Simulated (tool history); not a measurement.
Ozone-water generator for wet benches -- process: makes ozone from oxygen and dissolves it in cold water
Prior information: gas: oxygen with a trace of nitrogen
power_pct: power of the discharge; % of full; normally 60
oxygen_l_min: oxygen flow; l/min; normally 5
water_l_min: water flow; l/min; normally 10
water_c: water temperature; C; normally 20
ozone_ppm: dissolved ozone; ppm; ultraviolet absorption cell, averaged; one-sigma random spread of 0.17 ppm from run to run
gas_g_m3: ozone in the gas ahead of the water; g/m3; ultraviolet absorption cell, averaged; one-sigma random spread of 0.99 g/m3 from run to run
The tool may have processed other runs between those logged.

Run 1, hour 0: usual settings. Result: ozone_ppm 24.5 ppm, gas_g_m3 232.4 g/m3.
Run 2, hour 68.8: usual settings. Result: ozone_ppm 24.2 ppm, gas_g_m3 232.8 g/m3.
Run 3, hour 138.2: usual settings but water_l_min 12 l/min. Result: ozone_ppm 21.3 ppm, gas_g_m3 233.3 g/m3.
Run 4, hour 236.2: usual settings but water_l_min 12 l/min. Result: ozone_ppm 21.1 ppm, gas_g_m3 233.1 g/m3.
Run 5, hour 288.3: usual settings but water_l_min 12 l/min. Result: ozone_ppm 21.1 ppm, gas_g_m3 231.9 g/m3.
Run 6, hour 361.4: usual settings but water_l_min 12 l/min. Result: ozone_ppm 21 ppm, gas_g_m3 233 g/m3.
Run 7, hour 412.3: usual settings but water_l_min 12 l/min. Result: ozone_ppm 21 ppm, gas_g_m3 230.8 g/m3.
Run 8, hour 524.7: usual settings but water_l_min 12 l/min. Result: ozone_ppm 20.8 ppm, gas_g_m3 230.5 g/m3.
Run 9, hour 594.8: usual settings but water_l_min 12 l/min, water_c 25 C. Result: ozone_ppm 19 ppm, gas_g_m3 230.3 g/m3.
Run 10, hour 669.3: usual settings. Result: ozone_ppm 23.6 ppm, gas_g_m3 230 g/m3.
Run 11, hour 760.6: usual settings. Result: ozone_ppm 23.7 ppm, gas_g_m3 230.2 g/m3.
Run 12, hour 841.2: usual settings but oxygen_l_min 5.06 l/min. Result: ozone_ppm 23.2 ppm, gas_g_m3 228.9 g/m3.
Run 13, hour 899.3: usual settings but oxygen_l_min 5.06 l/min. Result: ozone_ppm 23.6 ppm, gas_g_m3 228.6 g/m3.
Run 14, hour 984.1: usual settings but oxygen_l_min 5.06 l/min. Result: ozone_ppm 23.4 ppm, gas_g_m3 228 g/m3.
Run 15, hour 1033.5: usual settings but oxygen_l_min 5.06 l/min, water_c 14 C. Result: ozone_ppm 26.3 ppm, gas_g_m3 228.4 g/m3.
Run 16, hour 1121.7: usual settings but oxygen_l_min 5.06 l/min, water_c 14 C. Result: ozone_ppm 26.3 ppm, gas_g_m3 230 g/m3.
Run 17, hour 1225: usual settings but power_pct 48 % of full, oxygen_l_min 3.19 l/min, water_c 14 C. Result: ozone_ppm 21 ppm, gas_g_m3 229.8 g/m3.
Run 18, hour 1270.6: usual settings but power_pct 48 % of full, oxygen_l_min 3.19 l/min, water_l_min 9 l/min, water_c 14 C. Result: ozone_ppm 23 ppm, gas_g_m3 228.9 g/m3.
Run 19, hour 1363.7: usual settings but power_pct 71 % of full, oxygen_l_min 7.42 l/min, water_l_min 9 l/min, water_c 21 C. Result: ozone_ppm 26.2 ppm, gas_g_m3 223.7 g/m3.
Run 20, hour 1444: usual settings but water_l_min 7 l/min. Result: ozone_ppm 28.9 ppm, gas_g_m3 229.1 g/m3.
Run 21, hour 1539.1: usual settings but water_l_min 7 l/min. Result: ozone_ppm 28.7 ppm, gas_g_m3 229.7 g/m3.
Run 22, hour 1628.7: usual settings but power_pct 50 % of full, water_l_min 9 l/min, water_c 18 C. Result: ozone_ppm 21.8 ppm, gas_g_m3 194.3 g/m3.
Run 23, hour 1730: usual settings but power_pct 54 % of full, water_l_min 9 l/min, water_c 21 C. Result: ozone_ppm 21.9 ppm, gas_g_m3 207.9 g/m3.
Run 24, hour 1799: usual settings but power_pct 54 % of full, water_l_min 9 l/min, water_c 21 C. Result: ozone_ppm 21.9 ppm, gas_g_m3 207.2 g/m3.
Run 25, hour 1869.1: usual settings but water_l_min 11 l/min, water_c 14 C. Result: ozone_ppm 23.4 ppm, gas_g_m3 226.1 g/m3.

What will run 26 give?
Run 26, hour 1960.1: usual settings but power_pct 61 % of full, oxygen_l_min 5.31 l/min, water_c 21 C. Result: ozone_ppm ?, gas_g_m3 ?.

ozone_ppm: 22.3 ppm
gas_g_m3: 224.3 g/m3
Were there no unlogged condition in the tool, this run, its random variation unchanged, would have produced ozone_ppm 24.9 ppm, gas_g_m3 238.9 g/m3.
